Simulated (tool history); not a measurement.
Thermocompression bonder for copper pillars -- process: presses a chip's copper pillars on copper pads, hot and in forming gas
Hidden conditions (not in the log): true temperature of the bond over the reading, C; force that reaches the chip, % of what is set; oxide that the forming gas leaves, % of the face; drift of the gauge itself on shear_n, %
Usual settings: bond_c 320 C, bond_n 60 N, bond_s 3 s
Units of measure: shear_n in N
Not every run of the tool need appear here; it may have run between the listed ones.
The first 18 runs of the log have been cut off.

| run | hour | bond_c | bond_n | bond_s | hours of work since the heater was calibrated | hours of work since the force cell was calibrated | hours of work since the gas filter was changed | shear_n |
|---|---|---|---|---|---|---|---|---|
| 19 | 838.6 | 320 | 60 | 2 | 167 | 684 | 222 | 38.2 |
| 20 | 874.3 | 320 | 43 | 2 | 194 | 712 | 249 | 30.9 |
| 21 | 925.9 | 338 | 44 | 2 | 234 | 751 | 289 | 40 |
| 22 | 984 | 316 | 36 | 2 | 278 | 796 | 333 | 27.3 |
| 23 | 1029.6 | 316 | 36 | 2 | 313 | 831 | 368 | 27.4 |
|  | 1095.4 | forming gas filter changed |
| 24 | 1097.9 | 295 | 36 | 2 | 365 | 883 | 2 | 20.9 |
| 25 | 1165.2 | 295 | 36 | 2 | 417 | 934 | 53 | 21.1 |
| 26 | 1229.8 | 295 | 36 | 2 | 466 | 984 | 103 | 21.3 |
| 27 | 1261.4 | 295 | 36 | 2 | 490 | 1008 | 127 | 20.5 |
| 28 | 1310 | 314 | 82 | 3 | 528 | 1045 | 164 | 48.2 |

What will run 29 give?
| 29 | 1372.2 | 314 | 60 | 7 | 575 | 1093 | 212 | ? |

Run 29 measured shear_n 56.8 N.
If the tool had no hidden condition, the same run with the same run-to-run variation would have returned shear_n 61 N.
